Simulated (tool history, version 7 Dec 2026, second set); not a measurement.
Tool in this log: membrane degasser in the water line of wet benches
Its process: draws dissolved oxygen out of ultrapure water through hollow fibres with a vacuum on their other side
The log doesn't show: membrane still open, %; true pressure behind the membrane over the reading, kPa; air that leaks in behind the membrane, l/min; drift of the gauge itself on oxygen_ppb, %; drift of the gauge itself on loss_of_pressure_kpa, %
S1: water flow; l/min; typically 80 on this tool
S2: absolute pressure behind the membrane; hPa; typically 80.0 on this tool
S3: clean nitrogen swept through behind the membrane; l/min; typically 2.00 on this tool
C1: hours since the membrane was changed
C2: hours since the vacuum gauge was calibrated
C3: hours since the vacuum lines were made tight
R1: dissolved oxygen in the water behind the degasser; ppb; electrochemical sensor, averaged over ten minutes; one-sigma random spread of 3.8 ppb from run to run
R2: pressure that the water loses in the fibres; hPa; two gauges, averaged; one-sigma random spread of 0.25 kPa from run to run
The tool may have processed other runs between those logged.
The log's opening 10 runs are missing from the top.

run	day	S1	S2	S3	C1	C2	C3	R1	R2
11	81.379	80	127.6	2.00	12847	3991	1866	712.0	687.9
12	93.775	105	80.0	2.00	13144	4288	2164	467.3	900.1
13	100.729	80	80.0	1.65	13311	4455	2331	433.3	683.6
14	106.221	80	196.7	1.65	13443	4587	2463	1357.4	686.7
15	114.908	80	196.7	1.65	13651	4796	2671	1337.8	684.1
16	124.767	80	80.0	2.00	13888	5032	2908	374.9	688.3
17	132.088	61	80.0	2.00	14064	5208	3083	298.0	522.1
18	143.296	61	80.0	2.00	14333	5477	3352	294.7	524.0
19	148.658	61	80.0	2.00	14461	5606	3481	296.8	522.6
20	156.521	61	80.0	3.05	14650	5794	3670	209.0	518.5
21	162.688	61	80.0	3.05	14798	5942	3818	211.2	521.9
22	168.625	61	80.0	3.05	14940	6085	3960	207.9	521.6
23	180.504	55	80.0	0.88	15226	6370	4245	512.1	471.2
24	186.667	55	80.0	0.88	15373	6518	4393	516.4	470.9
25	199.212	55	58.3	0.88	15675	6819	4694	288.4	472.1
26	212.042	50	122.1	3.18	15982	7127	5002	312.7	427.8
27	219.021	50	122.1	3.18	16150	7294	5170	313.1	429.6
28	227.046	80	76.8	1.31	16343	7487	5362	479.3	685.4
29	239.179	64	100.0	4.79	16634	7778	5654	204.2	549.6
30	249.412	64	100.0	4.79	16879	8024	5899	205.1	548.1
31	256.579	80	147.3	0.95	17051	8196	6071	1409.5	688.2

Alternative continuations, all from the tool just after run 31; predict every row:
A	267.754	53	100.9	1.09	17320	8464	6339	?	?
B	267.754	80	127.9	1.51	17320	8464	6339	?	?
C	267.754	80	54.8	1.32	17320	8464	6339	?	?

run	R1	R2
A	610.9	455.1
B	889.3	690.4
C	252.6	684.9
Stripped of hidden state, with their random variation kept, the same runs would have yielded:
run	R1	R2
A	610.0	454.1
B	888.3	688.8
C	251.4	683.3

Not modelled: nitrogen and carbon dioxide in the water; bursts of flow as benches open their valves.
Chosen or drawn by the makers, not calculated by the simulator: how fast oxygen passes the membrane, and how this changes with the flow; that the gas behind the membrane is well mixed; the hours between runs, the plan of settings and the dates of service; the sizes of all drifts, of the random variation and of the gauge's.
